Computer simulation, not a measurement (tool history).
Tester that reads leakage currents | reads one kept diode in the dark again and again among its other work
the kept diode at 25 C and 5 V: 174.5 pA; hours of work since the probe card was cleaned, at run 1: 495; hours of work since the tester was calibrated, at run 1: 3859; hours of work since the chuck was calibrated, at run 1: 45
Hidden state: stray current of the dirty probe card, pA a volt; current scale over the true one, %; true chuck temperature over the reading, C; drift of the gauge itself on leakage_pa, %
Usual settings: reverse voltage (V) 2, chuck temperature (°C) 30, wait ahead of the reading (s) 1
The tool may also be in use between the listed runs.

| run | hour | reverse voltage (V) | chuck temperature (°C) | wait ahead of the reading (s) | hours of work since the probe card was cleaned | hours of work since the tester was calibrated | hours of work since the chuck was calibrated | current that the tester gives (pA) |
|---|---|---|---|---|---|---|---|---|
| 1 | 0 | 2 | 30 | 1 | 495 | 3859 | 45 | 152.74 |
| 2 | 88.6 | 2 | 30 | 1 | 551 | 3915 | 101 | 153.25 |
| 3 | 299.9 | 2 | 30 | 1 | 683 | 4047 | 233 | 153.11 |
| 4 | 486.3 | 2 | 30 | 1 | 800 | 4164 | 350 | 153.09 |
| 5 | 677.4 | 2.58 | 30 | 1 | 920 | 4284 | 470 | 177.78 |
| 6 | 787.4 | 2.58 | 30 | 1 | 989 | 4353 | 538 | 177.56 |
| 7 | 904.4 | 2.58 | 30 | 1 | 1062 | 4426 | 612 | 178.67 |
|  | 978.5 | chuck's temperature calibrated |
| 8 | 1059.1 | 2.58 | 30 | 1 | 1158 | 4522 | 51 | 178.29 |
| 9 | 1202.3 | 2.58 | 30 | 1 | 1247 | 4611 | 140 | 177.86 |
|  | 1272.5 | probe card cleaned and baked |
| 10 | 1310.8 | 2.58 | 30 | 1 | 24 | 4677 | 206 | 179.17 |
| 11 | 1423.8 | 2.58 | 30 | 0.44 | 95 | 4748 | 277 | 179.29 |
| 12 | 1519.6 | 1.35 | 40 | 0.83 | 155 | 4808 | 337 | 259.96 |
|  | 1646.3 | tester calibrated |
| 13 | 1655.2 | 2 | 30 | 1 | 239 | 6 | 421 | 152.87 |
| 14 | 1797.7 | 3.35 | 30 | 1 | 328 | 95 | 510 | 208.61 |
| 15 | 1890 | 1.7 | 56 | 3.85 | 386 | 153 | 568 | 924.5 |
|  | 2040.5 | chuck's temperature calibrated |
| 16 | 2078.8 | 1.7 | 56 | 3.85 | 503 | 270 | 24 | 915.36 |
| 17 | 2230 | 1.7 | 56 | 3.85 | 597 | 365 | 119 | 916.83 |
| 18 | 2347.9 | 7.73 | 35 | 1 | 671 | 438 | 193 | 498.18 |
| 19 | 2553.1 | 1.09 | 28 | 1.15 | 800 | 567 | 321 | 91.19 |
| 20 | 2721.4 | 1.09 | 28 | 1.15 | 905 | 672 | 427 | 91.96 |

Run 21 comes next. What will it give?
| 21 | 2904.5 | 9.93 | 21 | 1.77 | 1020 | 787 | 541 | ? |

{"run 21": {"current that the tester gives (pA)": 190.47}}
Without the tool's hidden state the same run would have given current that the tester gives (pA) 190.25.
